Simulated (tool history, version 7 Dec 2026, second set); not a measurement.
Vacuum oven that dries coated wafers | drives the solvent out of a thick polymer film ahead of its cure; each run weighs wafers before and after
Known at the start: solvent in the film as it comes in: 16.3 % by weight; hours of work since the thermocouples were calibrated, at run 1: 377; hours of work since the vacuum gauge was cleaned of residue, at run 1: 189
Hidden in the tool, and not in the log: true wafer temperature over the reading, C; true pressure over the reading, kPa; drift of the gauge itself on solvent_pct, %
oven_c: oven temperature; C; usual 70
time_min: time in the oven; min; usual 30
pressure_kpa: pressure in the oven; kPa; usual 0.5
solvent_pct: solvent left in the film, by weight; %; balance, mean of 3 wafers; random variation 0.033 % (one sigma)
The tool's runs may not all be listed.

run   hour  oven_c  time_min  pressure_kpa  hours of work since the thermocouples were calibrated  hours of work since the vacuum gauge was cleaned of residue  solvent_pct
  1      0      70        30           0.5                                                    377                                                          189         2.55
  2   23.6      70        30           0.5                                                    390                                                          202         2.58
  3   40.7      70        30         0.811                                                    400                                                          212         2.66
  4   58.4      70        30         0.811                                                    410                                                          222         2.57
  5     91      70        30         0.305                                                    429                                                          241         2.49
        95  -- oven's thermocouples calibrated
  6  126.8      70        30         0.305                                                     18                                                          260          2.4
  7  153.9      80        35         0.359                                                     34                                                          276         0.21
  8  186.4      80        35         0.359                                                     52                                                          294          0.3
  9  208.1      70        18           0.5                                                     64                                                          307          4.8
 10  243.2      78        37         0.275                                                     84                                                          326         0.34

5 ways to go on from here, each from the tool as it stands after run 10. What would each give?
     260.1  -- oven's thermocouples calibrated, once more
  A  262.1      64        26         1.196                                                      1                                                          336            ?
     260.1  -- oven's thermocouples calibrated, once more
  B  262.1      64        47         1.151                                                      1                                                          336            ?
     260.1  -- oven's thermocouples calibrated, once more
  C  262.1      78        22         0.879                                                      1                                                          336            ?
     260.1  -- oven's thermocouples calibrated, once more
  D  262.1      57        45         0.275                                                      1                                                          336            ?
     260.1  -- oven's thermocouples calibrated, once more
  E  262.1      81        37         1.386                                                      1                                                          336            ?

run  solvent_pct
  A         5.45
  B         2.82
  C         1.53
  D         5.35
  E         0.31
Without the tool's hidden state the same runs would have given:
run  solvent_pct
  A         5.66
  B            3
  C         1.66
  D         5.56
  E         0.32
